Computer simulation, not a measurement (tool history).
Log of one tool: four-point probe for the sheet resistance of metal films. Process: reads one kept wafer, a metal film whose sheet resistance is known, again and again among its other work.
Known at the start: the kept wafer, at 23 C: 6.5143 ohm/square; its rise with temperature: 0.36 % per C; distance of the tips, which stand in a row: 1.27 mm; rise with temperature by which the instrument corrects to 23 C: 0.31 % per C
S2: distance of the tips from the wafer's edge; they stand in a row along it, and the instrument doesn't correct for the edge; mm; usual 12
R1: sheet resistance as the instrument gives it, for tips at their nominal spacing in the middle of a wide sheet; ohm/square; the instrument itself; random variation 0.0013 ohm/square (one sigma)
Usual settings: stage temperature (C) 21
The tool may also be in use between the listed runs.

run 1 hour=0.0 | stage_temperature_(C)=21 S2=12 | R1=6.558396
run 2 hour=68.8 | stage_temperature_(C)=21 S2=12 | R1=6.558142
run 3 hour=151.5 | stage_temperature_(C)=21 S2=12 | R1=6.559152
run 4 hour=242.9 | stage_temperature_(C)=21 S2=12 | R1=6.560675
run 5 hour=338.5 | stage_temperature_(C)=21 S2=12 | R1=6.560178
run 6 hour=448.4 | stage_temperature_(C)=21 S2=12 | R1=6.563074
-- hour=539.8 stage's thermometer calibrated
run 7 hour=545.9 | stage_temperature_(C)=21 S2=12 | R1=6.574692
run 8 hour=662.5 | stage_temperature_(C)=21 S2=12 | R1=6.575070
run 9 hour=771.5 | stage_temperature_(C)=21 S2=12 | R1=6.573880
run 10 hour=830.0 | stage_temperature_(C)=21 S2=12 | R1=6.575456
run 11 hour=915.5 | stage_temperature_(C)=28 S2=4 | R1=6.899645
run 12 hour=1011.2 | stage_temperature_(C)=28 S2=4 | R1=6.899490
run 13 hour=1105.3 | stage_temperature_(C)=19 S2=15 | R1=6.556604
run 14 hour=1182.2 | stage_temperature_(C)=19 S2=15 | R1=6.557466
run 15 hour=1278.1 | stage_temperature_(C)=19 S2=15 | R1=6.560426
run 16 hour=1383.1 | stage_temperature_(C)=28 S2=17 | R1=6.587977
run 17 hour=1443.0 | stage_temperature_(C)=21 S2=12 | R1=6.581805
run 18 hour=1546.5 | stage_temperature_(C)=21 S2=12 | R1=6.583251
run 19 hour=1636.7 | stage_temperature_(C)=35 S2=5 | R1=6.814707
run 20 hour=1752.6 | stage_temperature_(C)=26 S2=7 | R1=6.677250

4 ways to go on from here, each from the tool as it stands after run 20. What would each give?
run A hour=1822.9 | stage_temperature_(C)=26 S2=24 | R1=?
run B hour=1822.9 | stage_temperature_(C)=26 S2=15 | R1=?
run C hour=1822.9 | stage_temperature_(C)=23 S2=14 | R1=?
run D hour=1822.9 | stage_temperature_(C)=19 S2=10 | R1=?

run=A R1=6.573366
run=B R1=6.591768
run=C R1=6.580942
run=D R1=6.592728
Without the tool's hidden state the same runs would have given:
run=A R1=6.535031
run=B R1=6.553333
run=C R1=6.542615
run=D R1=6.554404
